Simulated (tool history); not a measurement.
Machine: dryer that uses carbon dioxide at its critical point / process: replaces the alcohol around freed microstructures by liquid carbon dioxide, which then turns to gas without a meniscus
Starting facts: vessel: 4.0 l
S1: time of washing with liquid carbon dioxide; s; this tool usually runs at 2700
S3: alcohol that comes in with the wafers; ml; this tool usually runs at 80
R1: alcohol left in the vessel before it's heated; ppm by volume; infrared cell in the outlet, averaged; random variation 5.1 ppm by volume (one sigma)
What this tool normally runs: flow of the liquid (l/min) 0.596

{"run": 1, "hour": 0.0, "S1": 2700, "flow of the liquid (l/min)": 0.596, "S3": 80, "R1": 121}
{"run": 2, "hour": 32.7, "S1": 2700, "flow of the liquid (l/min)": 0.596, "S3": 80, "R1": 136}
{"run": 3, "hour": 49.2, "S1": 2700, "flow of the liquid (l/min)": 0.596, "S3": 80, "R1": 132}
{"run": 4, "hour": 78.0, "S1": 2700, "flow of the liquid (l/min)": 0.596, "S3": 80, "R1": 132}
{"run": 5, "hour": 105.4, "S1": 2700, "flow of the liquid (l/min)": 0.596, "S3": 68, "R1": 118}
{"run": 6, "hour": 142.2, "S1": 2700, "flow of the liquid (l/min)": 0.596, "S3": 68, "R1": 126}
{"run": 7, "hour": 173.2, "S1": 2700, "flow of the liquid (l/min)": 0.596, "S3": 91, "R1": 155}
{"run": 8, "hour": 207.8, "S1": 1680, "flow of the liquid (l/min)": 0.596, "S3": 80, "R1": 784}
{"run": 9, "hour": 245.7, "S1": 1680, "flow of the liquid (l/min)": 0.596, "S3": 80, "R1": 797}
{"run": 10, "hour": 276.6, "S1": 1680, "flow of the liquid (l/min)": 0.596, "S3": 80, "R1": 829}
{"run": 11, "hour": 311.6, "S1": 1680, "flow of the liquid (l/min)": 0.596, "S3": 80, "R1": 833}
{"run": 12, "hour": 343.5, "S1": 1680, "flow of the liquid (l/min)": 0.596, "S3": 80, "R1": 864}
{"run": 13, "hour": 365.2, "S1": 2760, "flow of the liquid (l/min)": 0.762, "S3": 21, "R1": 73}
{"run": 14, "hour": 404.2, "S1": 3000, "flow of the liquid (l/min)": 0.455, "S3": 35, "R1": 180}
{"run": 15, "hour": 438.7, "S1": 2700, "flow of the liquid (l/min)": 0.484, "S3": 40, "R1": 237}
{"run": 16, "hour": 458.3, "S1": 2700, "flow of the liquid (l/min)": 0.443, "S3": 48, "R1": 276}
{"run": 17, "hour": 496.7, "S1": 3960, "flow of the liquid (l/min)": 0.776, "S3": 80, "R1": 66}
{"run": 18, "hour": 530.0, "S1": 2700, "flow of the liquid (l/min)": 0.446, "S3": 42, "R1": 259}
{"run": 19, "hour": 554.8, "S1": 2700, "flow of the liquid (l/min)": 0.446, "S3": 42, "R1": 263}
{"run": 20, "hour": 580.3, "S1": 2700, "flow of the liquid (l/min)": 0.446, "S3": 42, "R1": 266}
{"run": 21, "hour": 613.0, "S1": 2700, "flow of the liquid (l/min)": 0.414, "S3": 113, "R1": 821}
{"run": 22, "hour": 642.9, "S1": 2700, "flow of the liquid (l/min)": 0.414, "S3": 113, "R1": 839}
{"run": 23, "hour": 662.7, "S1": 2700, "flow of the liquid (l/min)": 0.414, "S3": 113, "R1": 859}

The log once held 1 entry between its listed runs, left out of this copy. Where does each go, and what is different about the tool's unlogged condition between the listed run before it and the listed run after it?
Run 15 -> run 16: inlet filter changed (hour 447)
  flow that reaches the vessel past the clogged filter, %: 90.9 -> 99.2; alcohol in the recycled carbon dioxide, ppm: 60.4 -> 61
  measured value less the no-hidden-state value, R1: +113 -> +63 ppm by volume

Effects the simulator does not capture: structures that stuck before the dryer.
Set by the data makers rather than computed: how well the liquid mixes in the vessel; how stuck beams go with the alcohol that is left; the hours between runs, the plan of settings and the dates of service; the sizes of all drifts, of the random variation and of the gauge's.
